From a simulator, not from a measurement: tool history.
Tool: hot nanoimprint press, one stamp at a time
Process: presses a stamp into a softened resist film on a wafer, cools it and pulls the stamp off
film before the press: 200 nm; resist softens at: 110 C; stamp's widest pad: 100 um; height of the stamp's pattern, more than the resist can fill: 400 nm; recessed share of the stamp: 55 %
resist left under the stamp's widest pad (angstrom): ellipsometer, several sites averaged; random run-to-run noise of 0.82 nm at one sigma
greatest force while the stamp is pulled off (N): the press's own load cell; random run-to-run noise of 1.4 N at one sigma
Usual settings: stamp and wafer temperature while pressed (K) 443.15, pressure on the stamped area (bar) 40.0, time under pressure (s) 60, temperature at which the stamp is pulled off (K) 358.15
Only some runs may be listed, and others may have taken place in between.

| run | hour | stamp and wafer temperature while pressed (K) | pressure on the stamped area (bar) | time under pressure (s) | temperature at which the stamp is pulled off (K) | resist left under the stamp's widest pad (angstrom) | greatest force while the stamp is pulled off (N) |
|---|---|---|---|---|---|---|---|
| 1 | 0.0 | 443.15 | 40.0 | 60 | 358.15 | 1148 | 138 |
| 2 | 9.1 | 443.15 | 29.2 | 60 | 358.15 | 1322 | 137 |
| 3 | 16.6 | 443.15 | 29.2 | 60 | 358.15 | 1337 | 137 |
| 4 | 24.8 | 443.15 | 29.2 | 60 | 344.15 | 1349 | 168 |
| 5 | 39.1 | 443.15 | 29.2 | 60 | 344.15 | 1339 | 169 |
|  | 48.0 | stamp cleaned and given a new release coat |
| 6 | 54.5 | 443.15 | 40.0 | 60 | 358.15 | 1183 | 123 |
| 7 | 63.7 | 443.15 | 40.0 | 60 | 358.15 | 1184 | 124 |
| 8 | 70.8 | 443.15 | 40.0 | 60 | 358.15 | 1178 | 125 |
| 9 | 78.8 | 443.15 | 40.0 | 60 | 358.15 | 1174 | 124 |
| 10 | 89.4 | 443.15 | 40.0 | 60 | 358.15 | 1167 | 126 |
| 11 | 103.5 | 443.15 | 40.0 | 60 | 358.15 | 1173 | 130 |
| 12 | 111.5 | 443.15 | 40.0 | 60 | 358.15 | 1189 | 128 |
| 13 | 123.6 | 443.15 | 40.0 | 60 | 358.15 | 1186 | 130 |
| 14 | 131.6 | 443.15 | 40.0 | 47 | 358.15 | 1279 | 129 |
| 15 | 137.9 | 443.15 | 40.0 | 47 | 358.15 | 1288 | 127 |
| 16 | 146.9 | 438.15 | 40.2 | 45 | 362.15 | 1527 | 119 |
| 17 | 158.7 | 438.15 | 40.2 | 45 | 362.15 | 1539 | 122 |
| 18 | 169.0 | 433.15 | 63.1 | 109 | 346.15 | 1341 | 156 |
| 19 | 181.3 | 436.15 | 60.3 | 43 | 349.15 | 1480 | 147 |
| 20 | 194.4 | 440.15 | 40.0 | 60 | 358.15 | 1372 | 131 |
| 21 | 203.7 | 440.15 | 40.0 | 60 | 358.15 | 1366 | 133 |
| 22 | 218.4 | 440.15 | 40.0 | 60 | 358.15 | 1368 | 133 |
| 23 | 229.3 | 450.15 | 36.9 | 63 | 346.15 | 902 | 162 |
| 24 | 238.0 | 443.15 | 29.5 | 56 | 355.15 | 1378 | 139 |
| 25 | 249.7 | 443.15 | 29.5 | 43 | 355.15 | 1474 | 139 |
| 26 | 262.6 | 454.15 | 40.3 | 54 | 355.15 | 770 | 142 |
| 27 | 272.3 | 438.15 | 40.0 | 60 | 358.15 | 1490 | 137 |
| 28 | 286.0 | 438.15 | 40.0 | 60 | 358.15 | 1484 | 135 |
| 29 | 294.7 | 444.15 | 57.9 | 60 | 358.15 | 997 | 138 |

Same runs, no hidden state in the tool, same run-to-run variation:
Hidden state at play: true temperature over the reading, C; pressure that arrives at the usual setting, %; grip of the stamp's worn release coat, % over a new coat's; drift of the gauge itself on residual_nm, %; drift of the gauge itself on pull_off_n, %.
| run | resist left under the stamp's widest pad (angstrom) | greatest force while the stamp is pulled off (N) |
|---|---|---|
| 1 | 1075 | 121 |
| 2 | 1247 | 120 |
| 3 | 1260 | 119 |
| 4 | 1269 | 146 |
| 5 | 1257 | 147 |
| 6 | 1097 | 120 |
| 7 | 1096 | 120 |
| 8 | 1088 | 121 |
| 9 | 1082 | 119 |
| 10 | 1074 | 120 |
| 11 | 1076 | 124 |
| 12 | 1090 | 121 |
| 13 | 1086 | 123 |
| 14 | 1175 | 121 |
| 15 | 1182 | 119 |
| 16 | 1424 | 111 |
| 17 | 1432 | 113 |
| 18 | 1202 | 145 |
| 19 | 1354 | 135 |
| 20 | 1248 | 120 |
| 21 | 1241 | 121 |
| 22 | 1239 | 120 |
| 23 | 802 | 147 |
| 24 | 1254 | 125 |
| 25 | 1353 | 124 |
| 26 | 681 | 126 |
| 27 | 1351 | 121 |
| 28 | 1342 | 118 |
| 29 | 863 | 121 |
